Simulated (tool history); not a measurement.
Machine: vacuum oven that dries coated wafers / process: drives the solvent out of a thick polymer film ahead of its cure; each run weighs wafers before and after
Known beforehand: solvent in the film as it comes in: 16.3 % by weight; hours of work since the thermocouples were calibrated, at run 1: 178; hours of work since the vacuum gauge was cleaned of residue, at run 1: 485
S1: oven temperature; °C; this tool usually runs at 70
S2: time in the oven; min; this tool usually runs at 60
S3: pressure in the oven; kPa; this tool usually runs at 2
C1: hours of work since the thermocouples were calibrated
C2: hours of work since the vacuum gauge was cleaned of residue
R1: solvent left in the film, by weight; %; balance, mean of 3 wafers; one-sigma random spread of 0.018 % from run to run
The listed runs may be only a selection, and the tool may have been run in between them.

run 1 hour=0 | S1=70 S2=60 S3=2 | C1=178 C2=485 | R1=2.1
run 2 hour=25.4 | S1=70 S2=60 S3=2 | C1=197 C2=505 | R1=2.06
run 3 hour=52.2 | S1=70 S2=60 S3=4.88 | C1=218 C2=526 | R1=3.82
run 4 hour=79.7 | S1=70 S2=60 S3=2 | C1=240 C2=547 | R1=2.1
run 5 hour=104.9 | S1=70 S2=60 S3=2.04 | C1=259 C2=567 | R1=2.12
run 6 hour=130.4 | S1=70 S2=60 S3=2.04 | C1=279 C2=587 | R1=2.11
run 7 hour=156.1 | S1=70 S2=60 S3=2 | C1=299 C2=607 | R1=2.13
run 8 hour=181 | S1=70 S2=60 S3=2 | C1=319 C2=626 | R1=2.09
run 9 hour=202.8 | S1=70 S2=60 S3=2 | C1=336 C2=643 | R1=2.09
run 10 hour=225.7 | S1=70 S2=60 S3=2 | C1=354 C2=661 | R1=2.11
run 11 hour=252.4 | S1=81 S2=60 S3=2 | C1=374 C2=682 | R1=0.97
run 12 hour=270.2 | S1=81 S2=73 S3=2 | C1=388 C2=696 | R1=0.87
run 13 hour=294.8 | S1=70 S2=60 S3=2 | C1=407 C2=715 | R1=2.1
run 14 hour=313.1 | S1=70 S2=60 S3=2 | C1=422 C2=729 | R1=2.08
run 15 hour=338.7 | S1=70 S2=80 S3=2 | C1=442 C2=749 | R1=1.6
run 16 hour=363.4 | S1=70 S2=80 S3=2 | C1=461 C2=769 | R1=1.62
run 17 hour=379 | S1=70 S2=89 S3=2 | C1=473 C2=781 | R1=1.51
run 18 hour=392.1 | S1=74 S2=60 S3=2 | C1=483 C2=791 | R1=1.61
run 19 hour=417.7 | S1=74 S2=60 S3=2 | C1=503 C2=811 | R1=1.57
run 20 hour=442.9 | S1=74 S2=60 S3=2 | C1=523 C2=831 | R1=1.53
run 21 hour=463.2 | S1=70 S2=60 S3=2 | C1=539 C2=847 | R1=2.11
run 22 hour=488.1 | S1=70 S2=60 S3=2 | C1=558 C2=866 | R1=2.1
run 23 hour=504 | S1=82 S2=60 S3=2 | C1=571 C2=878 | R1=0.92
run 24 hour=531.7 | S1=82 S2=60 S3=2 | C1=592 C2=900 | R1=0.9
run 25 hour=543.7 | S1=65 S2=32 S3=7.45 | C1=602 C2=909 | R1=8.49
run 26 hour=560.7 | S1=82 S2=78 S3=2.29 | C1=615 C2=923 | R1=0.93
run 27 hour=584.4 | S1=82 S2=78 S3=2.29 | C1=633 C2=941 | R1=0.91
run 28 hour=602.3 | S1=72 S2=37 S3=1.13 | C1=647 C2=955 | R1=2.76
run 29 hour=618.9 | S1=72 S2=37 S3=1.13 | C1=660 C2=968 | R1=2.74
run 30 hour=637.2 | S1=78 S2=60 S3=2 | C1=674 C2=982 | R1=1.18
run 31 hour=658.5 | S1=83 S2=86 S3=2 | C1=691 C2=999 | R1=0.74
run 32 hour=681.6 | S1=57 S2=36 S3=2 | C1=709 C2=1017 | R1=6.92
run 33 hour=697.6 | S1=81 S2=44 S3=2 | C1=722 C2=1029 | R1=1.34
run 34 hour=720.3 | S1=62 S2=43 S3=5.36 | C1=739 C2=1047 | R1=7.21
run 35 hour=741 | S1=79 S2=60 S3=1.2 | C1=755 C2=1063 | R1=0.79
run 36 hour=754.3 | S1=79 S2=60 S3=1.2 | C1=766 C2=1074 | R1=0.78
run 37 hour=780 | S1=79 S2=60 S3=1.2 | C1=786 C2=1094 | R1=0.76
run 38 hour=795.1 | S1=79 S2=60 S3=1.2 | C1=798 C2=1105 | R1=0.74
run 39 hour=813.2 | S1=79 S2=48 S3=6.01 | C1=812 C2=1119 | R1=3.03
run 40 hour=828.3 | S1=59 S2=52 S3=4.75 | C1=823 C2=1131 | R1=7.08
run 41 hour=846.8 | S1=83 S2=46 S3=1.78 | C1=838 C2=1146 | R1=1.04
run 42 hour=862.5 | S1=56 S2=101 S3=1.26 | C1=850 C2=1158 | R1=2.61
run 43 hour=887.1 | S1=70 S2=60 S3=7.49 | C1=869 C2=1177 | R1=5.4
run 44 hour=914 | S1=65 S2=47 S3=1.46 | C1=890 C2=1198 | R1=3.4
run 45 hour=928.6 | S1=84 S2=103 S3=2.37 | C1=902 C2=1209 | R1=0.88
run 46 hour=948 | S1=65 S2=60 S3=6.94 | C1=917 C2=1225 | R1=6.45

4 options for the next run, each taken on its own from the tool as it stands now. Forecast them:
run A hour=975.8 | S1=66 S2=60 S3=1.26 | C1=938 C2=1246 | R1=?
run B hour=975.8 | S1=70 S2=40 S3=2 | C1=938 C2=1246 | R1=?
run C hour=975.8 | S1=65 S2=60 S3=1.93 | C1=938 C2=1246 | R1=?
run D hour=975.8 | S1=85 S2=60 S3=1.63 | C1=938 C2=1246 | R1=?

run=A R1=2.28
run=B R1=3.28
run=C R1=2.9
run=D R1=0.64
The same runs, with their run-to-run variation unchanged, on a tool lacking any hidden condition would have given:
run=A R1=2.29
run=B R1=3.29
run=C R1=2.9
run=D R1=0.64

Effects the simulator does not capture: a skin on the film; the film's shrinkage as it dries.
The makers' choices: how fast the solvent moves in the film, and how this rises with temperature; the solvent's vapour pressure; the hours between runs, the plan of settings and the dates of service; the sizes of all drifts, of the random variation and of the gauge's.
